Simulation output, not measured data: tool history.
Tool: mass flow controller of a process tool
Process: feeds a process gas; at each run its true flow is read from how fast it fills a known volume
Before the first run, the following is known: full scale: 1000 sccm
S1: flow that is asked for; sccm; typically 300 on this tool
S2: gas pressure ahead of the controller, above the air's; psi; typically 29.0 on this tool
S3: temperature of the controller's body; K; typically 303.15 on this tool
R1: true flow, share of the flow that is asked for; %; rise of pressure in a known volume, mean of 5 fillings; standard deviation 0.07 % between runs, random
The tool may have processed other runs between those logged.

| run | hour | S1 | S2 | S3 | R1 |
|---|---|---|---|---|---|
| 1 | 0.0 | 300 | 29.0 | 303.15 | 99.18 |
| 2 | 262.7 | 300 | 21.6 | 303.15 | 99.55 |
| 3 | 533.8 | 300 | 29.0 | 300.15 | 99.36 |
| 4 | 694.4 | 300 | 29.0 | 303.15 | 99.79 |
| 5 | 879.9 | 300 | 29.0 | 303.15 | 99.72 |
| 6 | 1082.2 | 300 | 29.0 | 303.15 | 99.91 |
| 7 | 1251.9 | 300 | 29.0 | 303.15 | 100.04 |
| 8 | 1418.9 | 300 | 29.0 | 303.15 | 100.11 |
| 9 | 1553.2 | 300 | 29.0 | 303.15 | 100.13 |
| 10 | 1832.8 | 300 | 30.9 | 303.15 | 100.32 |
| 11 | 2089.7 | 300 | 30.9 | 303.15 | 100.41 |
| 12 | 2368.4 | 300 | 30.9 | 303.15 | 100.58 |
| 13 | 2568.7 | 300 | 30.9 | 295.15 | 100.25 |
| 14 | 2773.8 | 300 | 22.2 | 303.15 | 101.12 |
| 15 | 2990.2 | 300 | 29.0 | 309.15 | 101.25 |
| 16 | 3117.8 | 300 | 29.0 | 309.15 | 101.40 |

Run 17, settings as shown, results not yet in. Your forecast:
| 17 | 3266.2 | 300 | 27.1 | 297.15 | ? |

R1: 100.89 %
With the hidden condition absent and the run-to-run variation left alone, this run would have shown R1 98.07 %.
